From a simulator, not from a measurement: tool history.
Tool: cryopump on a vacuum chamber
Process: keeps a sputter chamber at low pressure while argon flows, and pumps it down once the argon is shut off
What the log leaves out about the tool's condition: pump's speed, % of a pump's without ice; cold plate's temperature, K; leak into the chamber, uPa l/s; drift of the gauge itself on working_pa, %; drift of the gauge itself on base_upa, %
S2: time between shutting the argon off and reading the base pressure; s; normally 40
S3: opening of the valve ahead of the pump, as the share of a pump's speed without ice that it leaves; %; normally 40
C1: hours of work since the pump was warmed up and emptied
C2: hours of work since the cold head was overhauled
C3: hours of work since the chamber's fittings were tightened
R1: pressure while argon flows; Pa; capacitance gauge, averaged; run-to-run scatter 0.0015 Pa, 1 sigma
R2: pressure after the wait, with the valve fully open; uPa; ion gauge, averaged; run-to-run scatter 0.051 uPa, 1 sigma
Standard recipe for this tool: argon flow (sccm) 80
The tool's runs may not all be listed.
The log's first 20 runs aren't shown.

run 21 hour=1756.6 | argon_flow_(sccm)=80 S2=25 S3=21 | C1=236 C2=3670 C3=892 | R1=0.6872 R2=6.58
run 22 hour=1865 | argon_flow_(sccm)=74 S2=25 S3=21 | C1=303 C2=3737 C3=958 | R1=0.6389 R2=6.82
run 23 hour=1944.3 | argon_flow_(sccm)=133 S2=54 S3=24 | C1=351 C2=3785 C3=1007 | R1=1.0146 R2=4.49
run 24 hour=2046.2 | argon_flow_(sccm)=80 S2=70 S3=26 | C1=414 C2=3848 C3=1069 | R1=0.5651 R2=4.13
run 25 hour=2152 | argon_flow_(sccm)=80 S2=40 S3=17 | C1=479 C2=3913 C3=1134 | R1=0.8661 R2=5.61
run 26 hour=2258.4 | argon_flow_(sccm)=80 S2=40 S3=17 | C1=544 C2=3978 C3=1199 | R1=0.8654 R2=5.69
run 27 hour=2362.7 | argon_flow_(sccm)=106 S2=245 S3=36 | C1=608 C2=4042 C3=1263 | R1=0.5621 R2=3.42
run 28 hour=2473.3 | argon_flow_(sccm)=70 S2=46 S3=21 | C1=675 C2=4110 C3=1331 | R1=0.6178 R2=5.77
run 29 hour=2549.5 | argon_flow_(sccm)=139 S2=40 S3=46 | C1=722 C2=4156 C3=1378 | R1=0.5866 R2=6.27
run 30 hour=2665.7 | argon_flow_(sccm)=139 S2=40 S3=46 | C1=793 C2=4227 C3=1449 | R1=0.5929 R2=6.31
run 31 hour=2778.9 | argon_flow_(sccm)=108 S2=40 S3=18 | C1=863 C2=4297 C3=1518 | R1=1.1257 R2=6.61
run 32 hour=2881.8 | argon_flow_(sccm)=91 S2=33 S3=17 | C1=926 C2=4360 C3=1581 | R1=0.9983 R2=7.25
run 33 hour=2991.8 | argon_flow_(sccm)=75 S2=23 S3=31 | C1=993 C2=4427 C3=1649 | R1=0.4696 R2=9

What if the next run were any one of these 5? Each begins from the tool's condition after run 33:
run A hour=3085.4 | argon_flow_(sccm)=80 S2=109 S3=40 | C1=1050 C2=4485 C3=1706 | R1=? R2=?
run B hour=3085.4 | argon_flow_(sccm)=41 S2=218 S3=22 | C1=1050 C2=4485 C3=1706 | R1=? R2=?
run C hour=3085.4 | argon_flow_(sccm)=50 S2=94 S3=55 | C1=1050 C2=4485 C3=1706 | R1=? R2=?
run D hour=3085.4 | argon_flow_(sccm)=40 S2=37 S3=40 | C1=1050 C2=4485 C3=1706 | R1=? R2=?
run E hour=3085.4 | argon_flow_(sccm)=87 S2=49 S3=27 | C1=1050 C2=4485 C3=1706 | R1=? R2=?

run=A R1=0.4013 R2=5.42
run=B R1=0.354 R2=5
run=C R1=0.1881 R2=5.46
run=D R1=0.2009 R2=7.42
run=E R1=0.6161 R2=6.64
What these runs would have given with no unlogged condition in the tool:
run=A R1=0.36 R2=1.34
run=B R1=0.333 R2=0.83
run=C R1=0.1625 R2=1.49
run=D R1=0.1804 R2=3.38
run=E R1=0.5718 R2=2.61

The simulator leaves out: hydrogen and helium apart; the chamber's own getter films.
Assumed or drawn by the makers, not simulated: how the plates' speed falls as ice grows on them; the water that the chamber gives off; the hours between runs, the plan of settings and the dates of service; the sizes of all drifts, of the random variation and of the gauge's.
